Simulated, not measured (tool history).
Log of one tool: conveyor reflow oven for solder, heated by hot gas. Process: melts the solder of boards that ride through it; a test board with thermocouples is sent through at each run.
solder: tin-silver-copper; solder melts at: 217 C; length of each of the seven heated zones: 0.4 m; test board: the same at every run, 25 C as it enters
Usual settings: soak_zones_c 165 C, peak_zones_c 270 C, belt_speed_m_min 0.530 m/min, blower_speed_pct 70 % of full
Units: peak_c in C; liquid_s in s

run,hour,soak_zones_c,peak_zones_c,belt_speed_m_min,blower_speed_pct,peak_c,liquid_s
1,0.0,165,270,0.530,70,254.6,67.3
2,76.2,165,270,0.437,70,259.1,88.1
3,136.8,165,270,0.530,70,254.0,66.8
4,231.1,165,270,0.530,70,253.7,66.4
5,297.3,165,270,0.530,70,253.2,66.3
6,366.0,165,270,0.440,70,258.2,86.6
7,418.4,167,264,0.530,70,247.8,62.2
# hour 431.1: flux residue cleaned out of gas plates and filters
8,521.5,167,264,0.530,70,248.8,63.7
# hour 532.2: belt drive overhauled, speed set with a stopwatch
9,582.5,173,260,0.530,70,245.6,64.0
10,624.7,165,281,0.530,78,265.2,75.5
11,703.9,165,270,0.607,89,252.6,57.3
12,783.3,165,270,0.530,60,250.6,63.8

Forecast each of these 5 alternatives for the next run:
# hour 851.4: belt drive overhauled, speed set with a stopwatch, once more
# hour 870.7: flux residue cleaned out of gas plates and filters
A,874.7,165,268,0.530,70,?,?
# hour 851.4: belt drive overhauled, speed set with a stopwatch, once more
# hour 870.7: flux residue cleaned out of gas plates and filters
B,874.7,165,267,0.530,70,?,?
# hour 851.4: belt drive overhauled, speed set with a stopwatch, once more
# hour 870.7: flux residue cleaned out of gas plates and filters
C,874.7,165,277,0.474,70,?,?
# hour 851.4: belt drive overhauled, speed set with a stopwatch, once more
# hour 870.7: flux residue cleaned out of gas plates and filters
D,874.7,165,273,0.530,70,?,?
# hour 851.4: belt drive overhauled, speed set with a stopwatch, once more
# hour 870.7: flux residue cleaned out of gas plates and filters
E,874.7,165,265,0.522,70,?,?

run,peak_c,liquid_s
A,251.8,64.8
B,250.9,64.0
C,263.2,82.5
D,256.1,68.4
E,249.4,63.8
Without the tool's hidden state the same runs would have given:
run,peak_c,liquid_s
A,254.0,66.5
B,253.1,65.8
C,265.5,83.9
D,258.3,69.9
E,251.6,65.7
